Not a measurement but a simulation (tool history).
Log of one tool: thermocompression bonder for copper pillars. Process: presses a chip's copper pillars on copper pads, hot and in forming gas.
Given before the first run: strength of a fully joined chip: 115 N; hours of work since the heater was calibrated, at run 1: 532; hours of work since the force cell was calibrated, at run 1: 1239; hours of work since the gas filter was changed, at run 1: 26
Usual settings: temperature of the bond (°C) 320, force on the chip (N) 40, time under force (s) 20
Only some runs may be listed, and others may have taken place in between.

run    hour  temperature of the bond (°C)  force on the chip (N)  time under force (s)  hours of work since the heater was calibrated  hours of work since the force cell was calibrated  hours of work since the gas filter was changed  force that shears a chip off (N)
  1       0                           320                     40                    20                                            532                                               1239                                              26                              38.7
  2    36.5                           320                     40                    20                                            555                                               1261                                              49                              37.7
  3    73.8                           320                     40                    20                                            578                                               1284                                              72                              36.9
  4   129.8                           320                     40                    20                                            613                                               1319                                             106                              36.7
  5   176.8                           345                     40                    20                                            642                                               1348                                             135                              46.9
      217.4  -- forming gas filter changed
  6   226.2                           345                     40                    20                                            672                                               1378                                               5                              50.7
  7   256.8                           320                     40                    20                                            691                                               1397                                              24                              38.6
  8   312.6                           320                     40                    20                                            725                                               1431                                              59                              37.3
  9   347.8                           320                     40                    20                                            747                                               1453                                              81                              36.2
 10   392.3                           320                     40                    20                                            774                                               1481                                             108                              35.4
 11   430.3                           320                     40                    20                                            798                                               1504                                             131                              33.7
      475.9  -- forming gas filter changed
 12     480                           320                     40                    20                                            828                                               1534                                               2                              38.5
 13   511.3                           320                     40                    20                                            848                                               1554                                              22                              38.6
 14   551.3                           320                     40                    20                                            872                                               1578                                              47                              37.2
 15   605.7                           320                     40                    20                                            906                                               1612                                              80                                35
 16   652.5                           320                     40                    20                                            935                                               1641                                             109                              35.7
 17   687.3                           320                     40                    20                                            956                                               1662                                             131                              33.8
      734.8  -- forming gas filter changed
 18     739                           320                     40                    20                                            988                                               1694                                               3                              37.8
 19   773.7                           320                     40                    20                                           1009                                               1715                                              24                              36.3
 20   823.7                           292                     40                    28                                           1040                                               1746                                              55                              28.2
 21   861.6                           349                     50                    33                                           1064                                               1770                                              78                              64.3
 22     887                           331                     41                    18                                           1079                                               1785                                              94                              39.9
 23   934.7                           320                     40                    22                                           1109                                               1815                                             123                              35.7
 24   981.7                           298                     28                    20                                           1138                                               1844                                             152                              20.3
      997.2  -- forming gas filter changed
 25  1006.8                           320                     34                    32                                           1153                                               1859                                               6                              42.2
 26  1038.9                           324                     35                    20                                           1173                                               1879                                              26                              36.9
 27  1090.5                           302                     57                    20                                           1205                                               1911                                              58                                33
 28  1141.9                           306                     30                    20                                           1236                                               1942                                              89                              24.6
 29  1179.7                           302                     33                    19                                           1260                                               1966                                             113                              22.5
 30  1217.9                           302                     33                    19                                           1283                                               1989                                             136                              23.3
     1256.6  -- forming gas filter changed
 31  1270.2                           302                     33                    19                                           1315                                               2021                                               8                              26.2
 32    1306                           320                     28                    15                                           1337                                               2043                                              30                              26.8
 33    1362                           322                     27                    23                                           1372                                               2078                                              65                                31
     1410.4  -- force cell calibrated
     1415.9  -- heater calibrated with a thermocouple chip
 34  1417.4                           338                     24                    11                                              1                                                  3                                              97                              29.4
 35    1471                           301                     40                    20                                             34                                                 36                                             130                              30.2
 36    1497                           301                     40                    20                                             50                                                 52                                             146                              30.2
       1519  -- forming gas filter changed
 37  1538.3                           301                     58                    20                                             75                                                 77                                              12                              39.5
 38  1568.9                           320                     47                    20                                             94                                                 96                                              31                              43.4

Run by run, hidden condition taken away, random variation retained:
Unlogged tool condition in this case: true temperature of the bond over the reading, C; force that reaches the chip, % of what is set; oxide that the forming gas leaves, % of the face; drift of the gauge itself on shear_n, %.
run  force that shears a chip off (N)
  1                                42
  2                              41.7
  3                              41.6
  4                              42.7
  5                              55.5
  6                              54.2
  7                              42.3
  8                              42.2
  9                              41.8
 10                              41.8
 11                              40.8
 12                              42.2
 13                                43
 14                              42.2
 15                                41
 16                              42.7
 17                              41.6
 18                              42.1
 19                              41.1
 20                              33.4
 21                              73.6
 22                              47.5
 23                              43.8
 24                              26.3
 25                              47.7
 26                              42.6
 27                              39.6
 28                              30.6
 29                              28.7
 30                              30.2
 31                              30.7
 32                              31.7
 33                              37.6
 34                              31.9
 35                              33.7
 36                              34.1
 37                              40.3
 38                                45

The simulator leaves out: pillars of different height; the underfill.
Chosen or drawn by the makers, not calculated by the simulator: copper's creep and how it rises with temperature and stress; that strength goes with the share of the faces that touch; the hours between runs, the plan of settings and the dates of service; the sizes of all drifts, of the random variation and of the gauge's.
